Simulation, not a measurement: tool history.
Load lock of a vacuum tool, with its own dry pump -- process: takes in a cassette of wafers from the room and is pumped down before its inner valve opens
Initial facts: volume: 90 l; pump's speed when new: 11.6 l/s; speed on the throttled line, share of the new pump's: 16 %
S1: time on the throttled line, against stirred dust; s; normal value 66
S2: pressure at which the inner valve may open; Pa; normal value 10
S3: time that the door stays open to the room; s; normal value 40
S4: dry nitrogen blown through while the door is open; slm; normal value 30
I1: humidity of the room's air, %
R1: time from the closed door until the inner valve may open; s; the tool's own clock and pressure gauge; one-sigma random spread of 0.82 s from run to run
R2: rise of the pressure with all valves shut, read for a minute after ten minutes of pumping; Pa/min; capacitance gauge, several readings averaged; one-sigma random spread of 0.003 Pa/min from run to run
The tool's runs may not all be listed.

run 1 hour=0 | S1=66 S2=10 S3=40 S4=30 | I1=43.4 | R1=129.6 R2=0.16
run 2 hour=344.1 | S1=66 S2=13 S3=40 S4=30 | I1=42.4 | R1=127.6 R2=0.171
run 3 hour=495.4 | S1=66 S2=13 S3=40 S4=30 | I1=48.3 | R1=129 R2=0.173
run 4 hour=706.5 | S1=66 S2=13 S3=40 S4=30 | I1=42.7 | R1=129.1 R2=0.186
run 5 hour=873.2 | S1=66 S2=13 S3=40 S4=30 | I1=43.1 | R1=129.1 R2=0.194
run 6 hour=1039.2 | S1=66 S2=10 S3=40 S4=30 | I1=46.9 | R1=131.3 R2=0.201
run 7 hour=1328.1 | S1=66 S2=10 S3=40 S4=30 | I1=46.4 | R1=131.5 R2=0.215
run 8 hour=1663.4 | S1=66 S2=10 S3=40 S4=9 | I1=43.6 | R1=132.5 R2=0.232
run 9 hour=1855.6 | S1=66 S2=10 S3=40 S4=9 | I1=44.3 | R1=134.6 R2=0.244
run 10 hour=2067.9 | S1=66 S2=10 S3=40 S4=30 | I1=44.8 | R1=133.6 R2=0.251
run 11 hour=2364.1 | S1=66 S2=10 S3=40 S4=30 | I1=44 | R1=133.1 R2=0.259
run 12 hour=2633.3 | S1=66 S2=12 S3=40 S4=30 | I1=43.3 | R1=132.3 R2=0.276
run 13 hour=2986.4 | S1=66 S2=12 S3=40 S4=30 | I1=44.3 | R1=134.3 R2=0.291
run 14 hour=3271.6 | S1=66 S2=12 S3=40 S4=30 | I1=42 | R1=135 R2=0.313
run 15 hour=3617.9 | S1=66 S2=12 S3=40 S4=30 | I1=42.2 | R1=138.1 R2=0.329
-- hour=3834.3 door's seal changed, seat wiped
run 16 hour=3922.3 | S1=66 S2=10 S3=40 S4=30 | I1=46.8 | R1=138.1 R2=0.015
run 17 hour=4147.1 | S1=66 S2=10 S3=40 S4=30 | I1=45 | R1=139.7 R2=0.018
run 18 hour=4513 | S1=66 S2=10 S3=167 S4=30 | I1=47.8 | R1=140.2 R2=0.035
run 19 hour=4758.8 | S1=66 S2=10 S3=167 S4=30 | I1=49.8 | R1=138.9 R2=0.036
run 20 hour=5062.7 | S1=66 S2=10 S3=167 S4=30 | I1=43.2 | R1=141.8 R2=0.039
run 21 hour=5340 | S1=116 S2=9 S3=161 S4=5 | I1=46.1 | R1=182.6 R2=0.061
run 22 hour=5554.7 | S1=116 S2=9 S3=161 S4=5 | I1=46.4 | R1=184.1 R2=0.071
run 23 hour=5749.6 | S1=116 S2=9 S3=161 S4=5 | I1=45 | R1=185 R2=0.075
run 24 hour=6092.9 | S1=66 S2=13 S3=156 S4=26 | I1=44.3 | R1=141.1 R2=0.061
run 25 hour=6253.9 | S1=71 S2=7 S3=25 S4=8 | I1=43.1 | R1=152.7 R2=0.059
run 26 hour=6618 | S1=41 S2=18 S3=25 S4=8 | I1=46 | R1=120.3 R2=0.071
run 27 hour=6893.9 | S1=41 S2=18 S3=25 S4=8 | I1=46.2 | R1=120.9 R2=0.076
run 28 hour=7199.2 | S1=66 S2=16 S3=72 S4=30 | I1=43.3 | R1=143.6 R2=0.082
run 29 hour=7535.2 | S1=36 S2=13 S3=25 S4=8 | I1=41.5 | R1=122.9 R2=0.095
run 30 hour=7733.1 | S1=36 S2=13 S3=25 S4=8 | I1=48.4 | R1=124.7 R2=0.109
-- hour=7996.1 dry pump taken out, an overhauled one fitted
run 31 hour=8050.4 | S1=36 S2=13 S3=25 S4=8 | I1=41.9 | R1=98.6 R2=0.105
run 32 hour=8232.7 | S1=66 S2=10 S3=40 S4=30 | I1=46 | R1=126.5 R2=0.118
run 33 hour=8407.2 | S1=39 S2=10 S3=40 S4=15 | I1=49 | R1=103.9 R2=0.127
run 34 hour=8740.4 | S1=39 S2=10 S3=40 S4=15 | I1=41 | R1=104.5 R2=0.135
run 35 hour=8944.5 | S1=66 S2=10 S3=33 S4=30 | I1=49.1 | R1=128.7 R2=0.139
run 36 hour=9172.1 | S1=66 S2=10 S3=33 S4=30 | I1=45.3 | R1=129.3 R2=0.148

5 options for the next run, each taken on its own from the tool as it stands now. Forecast them:
run A hour=9375.5 | S1=66 S2=7 S3=33 S4=30 | I1=46.1 | R1=? R2=?
run B hour=9375.5 | S1=66 S2=10 S3=33 S4=8 | I1=42.2 | R1=? R2=?
run C hour=9375.5 | S1=42 S2=10 S3=64 S4=30 | I1=45.9 | R1=? R2=?
run D hour=9375.5 | S1=92 S2=16 S3=40 S4=30 | I1=40.7 | R1=? R2=?
run E hour=9375.5 | S1=72 S2=10 S3=33 S4=30 | I1=45.9 | R1=? R2=?

run=A R1=131 R2=0.152
run=B R1=126.9 R2=0.154
run=C R1=108.8 R2=0.154
run=D R1=146.7 R2=0.151
run=E R1=134.7 R2=0.159
Without the tool's hidden state the same runs would have given:
run=A R1=129.7 R2=0.012
run=B R1=125.5 R2=0.014
run=C R1=107.4 R2=0.014
run=D R1=145.6 R2=0.011
run=E R1=133.4 R2=0.02

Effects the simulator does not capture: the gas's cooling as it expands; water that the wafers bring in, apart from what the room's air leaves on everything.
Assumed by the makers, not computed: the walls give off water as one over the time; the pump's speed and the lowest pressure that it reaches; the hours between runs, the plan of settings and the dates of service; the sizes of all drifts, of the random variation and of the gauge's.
